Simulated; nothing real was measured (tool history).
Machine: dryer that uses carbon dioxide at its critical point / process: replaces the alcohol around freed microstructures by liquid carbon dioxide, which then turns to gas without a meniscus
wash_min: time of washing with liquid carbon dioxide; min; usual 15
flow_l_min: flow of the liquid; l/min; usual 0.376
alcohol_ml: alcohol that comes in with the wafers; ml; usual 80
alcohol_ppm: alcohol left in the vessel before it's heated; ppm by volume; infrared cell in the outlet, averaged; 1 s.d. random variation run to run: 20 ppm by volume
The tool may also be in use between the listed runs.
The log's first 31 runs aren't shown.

run   hour  wash_min  flow_l_min  alcohol_ml  hours of work since the filter was changed  hours of work since the purifier's bed was changed  alcohol_ppm
 32  322.9        18       0.293          52                                          88                                                 203         1336
 33  332.8        18       0.293          52                                          92                                                 207         1341
 34  341.9        10       0.275          52                                          96                                                 210         7921
 35  351.7        10       0.275          52                                         100                                                 214         7719
 36  366.6        10       0.275          52                                         106                                                 220         7808
 37  381.1        13       0.461          96                                         112                                                 226         1447
 38  393.8        13       0.461          96                                         117                                                 231         1428
 39  408.7        10       0.303          27                                         123                                                 237         3399

Consider 4 possible next runs. They are alternatives, not a sequence: every one starts from the tool as it was left by run 39. What does each give?
  A  415.6        24       0.519          33                                         125                                                 240            ?
  B  415.6        15       0.602          80                                         125                                                 240            ?
  C  415.6        15       0.376          72                                         125                                                 240            ?
  D  415.6        15       0.550          31                                         125                                                 240            ?

run  alcohol_ppm
  A           40
  B          164
  C         1439
  D          120
With the hidden condition removed and each run's random variation left untouched, the same runs would have given:
run  alcohol_ppm
  A            9
  B          105
  C         1194
  D           73

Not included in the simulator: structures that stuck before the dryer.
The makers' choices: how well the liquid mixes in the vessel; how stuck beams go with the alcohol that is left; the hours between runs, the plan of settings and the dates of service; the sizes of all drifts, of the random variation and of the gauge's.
